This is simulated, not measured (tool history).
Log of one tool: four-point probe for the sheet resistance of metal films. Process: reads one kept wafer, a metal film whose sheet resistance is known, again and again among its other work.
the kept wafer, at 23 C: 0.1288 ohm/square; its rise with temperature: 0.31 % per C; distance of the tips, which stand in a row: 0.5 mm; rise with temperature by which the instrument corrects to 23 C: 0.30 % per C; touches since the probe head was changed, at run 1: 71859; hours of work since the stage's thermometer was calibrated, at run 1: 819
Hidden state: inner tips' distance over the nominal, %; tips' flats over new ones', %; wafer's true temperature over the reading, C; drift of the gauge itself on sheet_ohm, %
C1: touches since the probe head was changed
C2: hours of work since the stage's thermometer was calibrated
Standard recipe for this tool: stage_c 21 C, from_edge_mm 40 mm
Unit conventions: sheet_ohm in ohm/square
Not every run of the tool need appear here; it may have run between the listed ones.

run 1 hour=0 | stage_c=21 from_edge_mm=40 | C1=71859 C2=819 | sheet_ohm=0.128793
run 2 hour=53.1 | stage_c=21 from_edge_mm=40 | C1=74225 C2=858 | sheet_ohm=0.12881
run 3 hour=106.6 | stage_c=32 from_edge_mm=40 | C1=76606 C2=897 | sheet_ohm=0.128876
run 4 hour=128.8 | stage_c=21 from_edge_mm=40 | C1=77593 C2=913 | sheet_ohm=0.128801
run 5 hour=153.6 | stage_c=21 from_edge_mm=19 | C1=78698 C2=931 | sheet_ohm=0.128814
run 6 hour=201.5 | stage_c=21 from_edge_mm=40 | C1=80830 C2=966 | sheet_ohm=0.128776
run 7 hour=249.5 | stage_c=21 from_edge_mm=72 | C1=82968 C2=1001 | sheet_ohm=0.128777
run 8 hour=303.6 | stage_c=21 from_edge_mm=72 | C1=85378 C2=1040 | sheet_ohm=0.128773
run 9 hour=343.8 | stage_c=21 from_edge_mm=25 | C1=87166 C2=1070 | sheet_ohm=0.128805
run 10 hour=391.5 | stage_c=21 from_edge_mm=25 | C1=89290 C2=1104 | sheet_ohm=0.128774
run 11 hour=431.4 | stage_c=31 from_edge_mm=25 | C1=91069 C2=1133 | sheet_ohm=0.128965
run 12 hour=469.6 | stage_c=31 from_edge_mm=25 | C1=92769 C2=1161 | sheet_ohm=0.128925
run 13 hour=512.6 | stage_c=31 from_edge_mm=25 | C1=94686 C2=1193 | sheet_ohm=0.128912
run 14 hour=567 | stage_c=31 from_edge_mm=25 | C1=97109 C2=1232 | sheet_ohm=0.128904
run 15 hour=595.7 | stage_c=20 from_edge_mm=40 | C1=98387 C2=1253 | sheet_ohm=0.128772
run 16 hour=648.1 | stage_c=20 from_edge_mm=40 | C1=100717 C2=1291 | sheet_ohm=0.128794
run 17 hour=680.4 | stage_c=20 from_edge_mm=40 | C1=102157 C2=1315 | sheet_ohm=0.128721
run 18 hour=710.8 | stage_c=20 from_edge_mm=40 | C1=103513 C2=1337 | sheet_ohm=0.128732
run 19 hour=733.1 | stage_c=21 from_edge_mm=40 | C1=104505 C2=1353 | sheet_ohm=0.128771
run 20 hour=772.6 | stage_c=21 from_edge_mm=40 | C1=106263 C2=1382 | sheet_ohm=0.128745
run 21 hour=803.2 | stage_c=21 from_edge_mm=40 | C1=107626 C2=1404 | sheet_ohm=0.128812
run 22 hour=857.8 | stage_c=24 from_edge_mm=40 | C1=110055 C2=1444 | sheet_ohm=0.128809
run 23 hour=880.8 | stage_c=24 from_edge_mm=40 | C1=111080 C2=1461 | sheet_ohm=0.128809
run 24 hour=931.4 | stage_c=24 from_edge_mm=40 | C1=113336 C2=1498 | sheet_ohm=0.128784
run 25 hour=976.2 | stage_c=19 from_edge_mm=32 | C1=115330 C2=1530 | sheet_ohm=0.128755
run 26 hour=1021.1 | stage_c=30 from_edge_mm=8 | C1=117329 C2=1563 | sheet_ohm=0.129112
run 27 hour=1058 | stage_c=21 from_edge_mm=8 | C1=118972 C2=1590 | sheet_ohm=0.128979
run 28 hour=1100.1 | stage_c=19 from_edge_mm=12 | C1=120847 C2=1621 | sheet_ohm=0.128845
run 29 hour=1132.3 | stage_c=32 from_edge_mm=71 | C1=122281 C2=1644 | sheet_ohm=0.128895
run 30 hour=1168.4 | stage_c=26 from_edge_mm=65 | C1=123888 C2=1670 | sheet_ohm=0.128781
run 31 hour=1205.2 | stage_c=23 from_edge_mm=69 | C1=125526 C2=1697 | sheet_ohm=0.128733
run 32 hour=1239.6 | stage_c=33 from_edge_mm=3 | C1=127060 C2=1722 | sheet_ohm=0.130787
run 33 hour=1291.1 | stage_c=20 from_edge_mm=32 | C1=129353 C2=1760 | sheet_ohm=0.128752
run 34 hour=1313.2 | stage_c=20 from_edge_mm=32 | C1=130338 C2=1776 | sheet_ohm=0.12877
run 35 hour=1367.9 | stage_c=20 from_edge_mm=32 | C1=132770 C2=1816 | sheet_ohm=0.128712
run 36 hour=1396.6 | stage_c=20 from_edge_mm=32 | C1=134052 C2=1837 | sheet_ohm=0.12877

Run 37, settings as shown, results not yet in. Your forecast:
run 37 hour=1433.7 | stage_c=35 from_edge_mm=29 | C1=135701 C2=1864 | sheet_ohm=?

{"run 37": {"sheet_ohm": 0.128911}}
Without the tool's hidden state the same run would have given sheet_ohm 0.128927 ohm/square.
